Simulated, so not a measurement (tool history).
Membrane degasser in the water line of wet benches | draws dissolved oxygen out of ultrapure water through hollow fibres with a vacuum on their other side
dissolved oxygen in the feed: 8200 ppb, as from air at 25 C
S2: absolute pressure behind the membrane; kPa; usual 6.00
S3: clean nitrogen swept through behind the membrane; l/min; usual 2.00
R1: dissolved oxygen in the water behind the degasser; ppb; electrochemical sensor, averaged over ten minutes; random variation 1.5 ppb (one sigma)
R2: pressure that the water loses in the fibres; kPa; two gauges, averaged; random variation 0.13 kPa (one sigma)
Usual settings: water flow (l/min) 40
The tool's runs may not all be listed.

run 1 hour=0.0 | water_flow_(l/min)=40 S2=6.00 S3=2.00 | R1=185.3 R2=40.82
run 2 hour=48.0 | water_flow_(l/min)=40 S2=6.00 S3=2.00 | R1=184.1 R2=40.87
run 3 hour=83.1 | water_flow_(l/min)=40 S2=7.54 S3=2.00 | R1=251.2 R2=40.83
run 4 hour=145.9 | water_flow_(l/min)=40 S2=7.54 S3=2.00 | R1=248.7 R2=41.12
run 5 hour=207.7 | water_flow_(l/min)=40 S2=6.00 S3=1.41 | R1=233.3 R2=41.00
run 6 hour=249.8 | water_flow_(l/min)=40 S2=6.00 S3=2.00 | R1=183.8 R2=41.16
run 7 hour=296.6 | water_flow_(l/min)=40 S2=6.00 S3=2.00 | R1=188.1 R2=40.97
run 8 hour=331.3 | water_flow_(l/min)=40 S2=6.00 S3=2.00 | R1=187.3 R2=41.02
run 9 hour=394.5 | water_flow_(l/min)=40 S2=6.00 S3=2.00 | R1=186.1 R2=41.08
run 10 hour=429.3 | water_flow_(l/min)=40 S2=6.00 S3=2.00 | R1=188.9 R2=41.13
run 11 hour=459.3 | water_flow_(l/min)=40 S2=6.00 S3=1.25 | R1=251.7 R2=40.82
run 12 hour=517.7 | water_flow_(l/min)=40 S2=6.00 S3=2.00 | R1=186.5 R2=41.07
run 13 hour=548.5 | water_flow_(l/min)=40 S2=6.00 S3=1.70 | R1=203.2 R2=41.27
run 14 hour=611.0 | water_flow_(l/min)=28 S2=6.00 S3=2.00 | R1=119.0 R2=28.59
run 15 hour=661.0 | water_flow_(l/min)=40 S2=6.00 S3=2.00 | R1=185.4 R2=41.17
run 16 hour=714.0 | water_flow_(l/min)=40 S2=6.00 S3=2.00 | R1=188.4 R2=41.06
run 17 hour=766.1 | water_flow_(l/min)=33 S2=6.26 S3=2.00 | R1=153.1 R2=34.04
run 18 hour=811.1 | water_flow_(l/min)=46 S2=6.00 S3=2.00 | R1=223.0 R2=47.16
run 19 hour=853.1 | water_flow_(l/min)=46 S2=6.00 S3=2.00 | R1=222.7 R2=47.30
run 20 hour=914.5 | water_flow_(l/min)=40 S2=5.89 S3=3.66 | R1=127.8 R2=41.34
run 21 hour=958.0 | water_flow_(l/min)=36 S2=13.59 S3=2.72 | R1=349.7 R2=36.64

The next listed run, before its measurement:
run 22 hour=989.7 | water_flow_(l/min)=41 S2=6.00 S3=2.97 | R1=? R2=?

R1: 150.1 ppb
R2: 42.28 kPa
Without the tool's hidden state the same run would have given R1 137.4 ppb, R2 41.90 kPa.
